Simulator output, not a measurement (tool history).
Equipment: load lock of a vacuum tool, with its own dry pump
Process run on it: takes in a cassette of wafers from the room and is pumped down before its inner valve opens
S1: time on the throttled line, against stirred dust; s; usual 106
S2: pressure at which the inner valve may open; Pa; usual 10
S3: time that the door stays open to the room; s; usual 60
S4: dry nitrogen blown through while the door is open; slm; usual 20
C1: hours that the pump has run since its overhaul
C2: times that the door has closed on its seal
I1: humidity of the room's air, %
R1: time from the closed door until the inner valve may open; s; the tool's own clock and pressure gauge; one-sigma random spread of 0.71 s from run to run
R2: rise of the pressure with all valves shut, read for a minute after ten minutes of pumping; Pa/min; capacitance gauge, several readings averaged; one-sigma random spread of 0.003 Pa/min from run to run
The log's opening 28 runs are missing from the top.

run,day,S1,S2,S3,S4,C1,C2,I1,R1,R2
29,81.421,89,12,166,4,4065,20524,44.3,134.6,0.213
30,83.646,89,13,89,4,4118,20628,43.4,134.8,0.168
31,86.304,89,13,89,4,4182,20752,45.4,132.9,0.166
32,88.425,89,13,89,4,4233,20851,43.1,134.8,0.168
33,90.696,107,10,60,39,4288,20957,47,151.2,0.122
34,93.042,160,8,60,39,4344,21066,48.1,198,0.123
35,96.312,73,8,60,11,4422,21219,41.2,123.4,0.135
36,98.971,73,8,60,11,4486,21343,45.3,124.1,0.144

Each row is a separate what-if for the run after 36, all from the same tool condition, not one after another. Results?
A,102.412,89,8,34,11,4569,21503,44.5,?,?
B,102.412,54,10,60,21,4569,21503,49.7,?,?
C,102.412,73,8,60,11,4569,21503,44.4,?,?

run,R1,R2
A,137.7,0.125
B,105.5,0.138
C,123.8,0.142
What these runs would have given with no unlogged condition in the tool:
run,R1,R2
A,135.2,0.038
B,102.9,0.05
C,121.3,0.054

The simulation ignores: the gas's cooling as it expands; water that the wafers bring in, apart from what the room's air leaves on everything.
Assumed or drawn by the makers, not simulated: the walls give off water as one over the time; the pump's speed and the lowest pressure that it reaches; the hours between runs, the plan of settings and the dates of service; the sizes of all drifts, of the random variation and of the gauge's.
